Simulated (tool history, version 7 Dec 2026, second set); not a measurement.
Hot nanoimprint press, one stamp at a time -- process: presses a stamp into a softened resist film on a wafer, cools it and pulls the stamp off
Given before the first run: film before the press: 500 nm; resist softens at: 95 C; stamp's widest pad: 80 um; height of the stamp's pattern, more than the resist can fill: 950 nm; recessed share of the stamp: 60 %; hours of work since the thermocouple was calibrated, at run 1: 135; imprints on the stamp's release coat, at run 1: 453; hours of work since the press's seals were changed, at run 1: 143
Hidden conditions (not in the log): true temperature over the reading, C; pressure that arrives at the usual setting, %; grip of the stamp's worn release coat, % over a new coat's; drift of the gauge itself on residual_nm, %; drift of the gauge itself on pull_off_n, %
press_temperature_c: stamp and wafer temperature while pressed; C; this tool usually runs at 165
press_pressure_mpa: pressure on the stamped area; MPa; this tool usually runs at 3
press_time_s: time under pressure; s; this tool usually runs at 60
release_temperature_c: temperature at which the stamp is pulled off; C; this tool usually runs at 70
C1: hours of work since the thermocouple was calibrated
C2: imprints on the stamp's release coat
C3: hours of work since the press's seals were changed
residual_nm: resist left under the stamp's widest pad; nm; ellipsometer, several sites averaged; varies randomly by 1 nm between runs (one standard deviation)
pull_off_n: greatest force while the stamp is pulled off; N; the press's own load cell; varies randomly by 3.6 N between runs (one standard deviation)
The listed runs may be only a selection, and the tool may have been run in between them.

run 1 hour=0 | press_temperature_c=165 press_pressure_mpa=3 press_time_s=60 release_temperature_c=70 | C1=135 C2=453 C3=143 | residual_nm=242 pull_off_n=175
run 2 hour=11.4 | press_temperature_c=165 press_pressure_mpa=3 press_time_s=60 release_temperature_c=70 | C1=142 C2=489 C3=151 | residual_nm=241.2 pull_off_n=172
run 3 hour=19.7 | press_temperature_c=165 press_pressure_mpa=3 press_time_s=60 release_temperature_c=70 | C1=147 C2=516 C3=156 | residual_nm=240.4 pull_off_n=177
run 4 hour=25.7 | press_temperature_c=165 press_pressure_mpa=3 press_time_s=60 release_temperature_c=70 | C1=151 C2=535 C3=160 | residual_nm=239.3 pull_off_n=180
run 5 hour=33.2 | press_temperature_c=165 press_pressure_mpa=3 press_time_s=60 release_temperature_c=70 | C1=156 C2=559 C3=165 | residual_nm=243.7 pull_off_n=170
run 6 hour=44.9 | press_temperature_c=165 press_pressure_mpa=3 press_time_s=60 release_temperature_c=70 | C1=163 C2=596 C3=172 | residual_nm=240.5 pull_off_n=170
run 7 hour=53.7 | press_temperature_c=165 press_pressure_mpa=3 press_time_s=60 release_temperature_c=70 | C1=169 C2=624 C3=178 | residual_nm=243 pull_off_n=173
run 8 hour=63.4 | press_temperature_c=165 press_pressure_mpa=3 press_time_s=60 release_temperature_c=70 | C1=175 C2=655 C3=184 | residual_nm=241.9 pull_off_n=174
run 9 hour=71.3 | press_temperature_c=165 press_pressure_mpa=3 press_time_s=60 release_temperature_c=71 | C1=180 C2=680 C3=189 | residual_nm=242.9 pull_off_n=174
run 10 hour=80.7 | press_temperature_c=165 press_pressure_mpa=3 press_time_s=60 release_temperature_c=71 | C1=187 C2=710 C3=195 | residual_nm=244.4 pull_off_n=173
run 11 hour=89.2 | press_temperature_c=165 press_pressure_mpa=3 press_time_s=60 release_temperature_c=71 | C1=192 C2=737 C3=201 | residual_nm=244.6 pull_off_n=169
run 12 hour=97.2 | press_temperature_c=164 press_pressure_mpa=3 press_time_s=60 release_temperature_c=71 | C1=197 C2=762 C3=206 | residual_nm=252.7 pull_off_n=165
run 13 hour=103.8 | press_temperature_c=165 press_pressure_mpa=3 press_time_s=60 release_temperature_c=76 | C1=201 C2=783 C3=210 | residual_nm=244 pull_off_n=167
run 14 hour=110.6 | press_temperature_c=165 press_pressure_mpa=3 press_time_s=60 release_temperature_c=76 | C1=206 C2=805 C3=215 | residual_nm=245.5 pull_off_n=176
run 15 hour=119.2 | press_temperature_c=165 press_pressure_mpa=3 press_time_s=60 release_temperature_c=76 | C1=211 C2=832 C3=220 | residual_nm=244.1 pull_off_n=167
-- hour=127.7 gauge calibrated
run 16 hour=127.8 | press_temperature_c=165 press_pressure_mpa=3 press_time_s=60 release_temperature_c=76 | C1=217 C2=859 C3=226 | residual_nm=240.2 pull_off_n=161
run 17 hour=134.3 | press_temperature_c=165 press_pressure_mpa=2.91 press_time_s=52 release_temperature_c=61 | C1=221 C2=880 C3=230 | residual_nm=256.8 pull_off_n=184
run 18 hour=144.7 | press_temperature_c=176 press_pressure_mpa=2.58 press_time_s=43 release_temperature_c=70 | C1=228 C2=913 C3=237 | residual_nm=197.1 pull_off_n=174
run 19 hour=151.7 | press_temperature_c=165 press_pressure_mpa=3 press_time_s=60 release_temperature_c=61 | C1=232 C2=935 C3=241 | residual_nm=242.4 pull_off_n=182
run 20 hour=159.6 | press_temperature_c=165 press_pressure_mpa=3.55 press_time_s=60 release_temperature_c=71 | C1=237 C2=960 C3=246 | residual_nm=220.6 pull_off_n=168
run 21 hour=166 | press_temperature_c=165 press_pressure_mpa=3.55 press_time_s=60 release_temperature_c=71 | C1=242 C2=981 C3=250 | residual_nm=220.8 pull_off_n=166
run 22 hour=177.8 | press_temperature_c=165 press_pressure_mpa=3.55 press_time_s=60 release_temperature_c=71 | C1=249 C2=1018 C3=258 | residual_nm=221.7 pull_off_n=169
run 23 hour=182.8 | press_temperature_c=159 press_pressure_mpa=3.49 press_time_s=101 release_temperature_c=71 | C1=252 C2=1034 C3=261 | residual_nm=239.9 pull_off_n=173
run 24 hour=190.1 | press_temperature_c=159 press_pressure_mpa=3.49 press_time_s=101 release_temperature_c=71 | C1=257 C2=1057 C3=266 | residual_nm=239.3 pull_off_n=172
run 25 hour=200.3 | press_temperature_c=159 press_pressure_mpa=2.44 press_time_s=101 release_temperature_c=76 | C1=264 C2=1090 C3=272 | residual_nm=288.7 pull_off_n=165
run 26 hour=212.3 | press_temperature_c=176 press_pressure_mpa=2.01 press_time_s=62 release_temperature_c=69 | C1=271 C2=1128 C3=280 | residual_nm=201.9 pull_off_n=178
run 27 hour=223.9 | press_temperature_c=176 press_pressure_mpa=2.01 press_time_s=62 release_temperature_c=69 | C1=279 C2=1165 C3=288 | residual_nm=201.8 pull_off_n=177
run 28 hour=231.4 | press_temperature_c=165 press_pressure_mpa=2.28 press_time_s=80 release_temperature_c=70 | C1=284 C2=1189 C3=292 | residual_nm=256.8 pull_off_n=177
run 29 hour=238.7 | press_temperature_c=165 press_pressure_mpa=2.28 press_time_s=42 release_temperature_c=70 | C1=288 C2=1212 C3=297 | residual_nm=311.5 pull_off_n=178
run 30 hour=246.9 | press_temperature_c=165 press_pressure_mpa=2.28 press_time_s=42 release_temperature_c=70 | C1=294 C2=1238 C3=302 | residual_nm=314.5 pull_off_n=172
run 31 hour=254.8 | press_temperature_c=165 press_pressure_mpa=2.28 press_time_s=42 release_temperature_c=70 | C1=299 C2=1263 C3=308 | residual_nm=313.7 pull_off_n=170

Predict each of these 3 candidate next runs independently; none follows another, all start after run 31:
run A hour=260.5 | press_temperature_c=167 press_pressure_mpa=3.4 press_time_s=119 release_temperature_c=70 | C1=302 C2=1281 C3=311 | residual_nm=? pull_off_n=?
run B hour=260.5 | press_temperature_c=174 press_pressure_mpa=2.26 press_time_s=42 release_temperature_c=61 | C1=302 C2=1281 C3=311 | residual_nm=? pull_off_n=?
run C hour=260.5 | press_temperature_c=170 press_pressure_mpa=3 press_time_s=60 release_temperature_c=70 | C1=302 C2=1281 C3=311 | residual_nm=? pull_off_n=?

run=A residual_nm=166 pull_off_n=176
run=B residual_nm=232 pull_off_n=190
run=C residual_nm=203.8 pull_off_n=176
Without the tool's hidden state the same runs would have given:
run=A residual_nm=161.9 pull_off_n=174
run=B residual_nm=226.3 pull_off_n=188
run=C residual_nm=198.8 pull_off_n=174

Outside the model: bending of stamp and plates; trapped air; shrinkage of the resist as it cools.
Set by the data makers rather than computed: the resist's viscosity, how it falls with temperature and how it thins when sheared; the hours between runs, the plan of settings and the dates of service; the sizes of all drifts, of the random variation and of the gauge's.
